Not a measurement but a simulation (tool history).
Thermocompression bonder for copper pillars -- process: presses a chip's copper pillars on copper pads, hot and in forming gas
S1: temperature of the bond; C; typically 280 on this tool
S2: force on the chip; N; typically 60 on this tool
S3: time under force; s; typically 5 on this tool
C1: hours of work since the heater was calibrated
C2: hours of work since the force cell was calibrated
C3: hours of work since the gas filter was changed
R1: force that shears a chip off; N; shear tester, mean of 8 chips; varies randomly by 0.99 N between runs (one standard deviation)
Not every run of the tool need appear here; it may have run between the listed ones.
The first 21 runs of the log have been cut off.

Run 22, hour 1179.7: usual settings but S1 299 C, S2 67 N, S3 4 s; C1 407; C2 256; C3 195. Result: R1 94.1 N.
Run 23, hour 1223.1: usual settings but S1 292 C, S2 62 N, S3 4 s; C1 436; C2 285; C3 225. Result: R1 81.9 N.
Run 24, hour 1280.1: usual settings but S1 301 C, S2 62 N; C1 475; C2 324; C3 263. Result: R1 91.7 N.
Run 25, hour 1336.8: usual settings but S1 308 C; C1 513; C2 362; C3 301. Result: R1 95.7 N.
Run 26, hour 1395.1: usual settings but S1 308 C; C1 552; C2 402; C3 341. Result: R1 94.4 N.
Run 27, hour 1452.2: usual settings but S1 308 C, S2 45 N; C1 591; C2 440; C3 379. Result: R1 88.1 N.
At hour 1493.9: forming gas filter changed.
Run 28, hour 1526.7: usual settings but S1 289 C, S2 45 N, S3 7 s; C1 641; C2 490; C3 22. Result: R1 86.8 N.
Run 29, hour 1569.7: usual settings but S1 289 C, S2 45 N, S3 7 s; C1 670; C2 519; C3 51. Result: R1 86.3 N.
Run 30, hour 1625.4: usual settings but S1 284 C, S2 45 N; C1 708; C2 557; C3 89. Result: R1 72 N.
Run 31, hour 1663: usual settings but S1 279 C, S2 83 N; C1 733; C2 582; C3 114. Result: R1 85.1 N.
Run 32, hour 1731.8: usual settings but S1 304 C, S2 83 N, S3 6 s; C1 779; C2 629; C3 161. Result: R1 102.7 N.
Run 33, hour 1779.3: usual settings but S3 9 s; C1 812; C2 661; C3 193. Result: R1 87.5 N.
Run 34, hour 1827.4: usual settings but S1 282 C, S2 46 N, S3 3 s; C1 844; C2 693; C3 225. Result: R1 60.1 N.
Run 35, hour 1861: usual settings but S1 260 C, S2 46 N, S3 3 s; C1 867; C2 716; C3 248. Result: R1 40.6 N.
Run 36, hour 1920.3: usual settings but S1 281 C, S3 3 s; C1 907; C2 756; C3 288. Result: R1 64.8 N.
Run 37, hour 1953: usual settings but S1 307 C, S2 77 N, S3 4 s; C1 929; C2 778; C3 310. Result: R1 92.6 N.
Run 38, hour 1993.9: usual settings but S1 263 C, S3 7 s; C1 957; C2 806; C3 338. Result: R1 62.7 N.

Forecast each of these 5 alternatives for the next run:
Run A, hour 2058.1: usual settings but S1 263 C, S2 79 N, S3 7 s; C1 1000; C2 849; C3 381. Result: R1 ?.
Run B, hour 2058.1: usual settings but S3 7 s; C1 1000; C2 849; C3 381. Result: R1 ?.
Run C, hour 2058.1: usual settings but S1 291 C, S2 73 N; C1 1000; C2 849; C3 381. Result: R1 ?.
Run D, hour 2058.1: usual settings; C1 1000; C2 849; C3 381. Result: R1 ?.
Run E, hour 2058.1: usual settings but S1 275 C, S2 42 N, S3 11 s; C1 1000; C2 849; C3 381. Result: R1 ?.

run    R1
  A    71
  B  76.2
  C  83.7
  D  70.4
  E  74.5
Without the tool's unlogged condition, the same runs would have read:
run    R1
  A  86.2
  B  90.5
  C  97.4
  D  84.8
  E  89.3
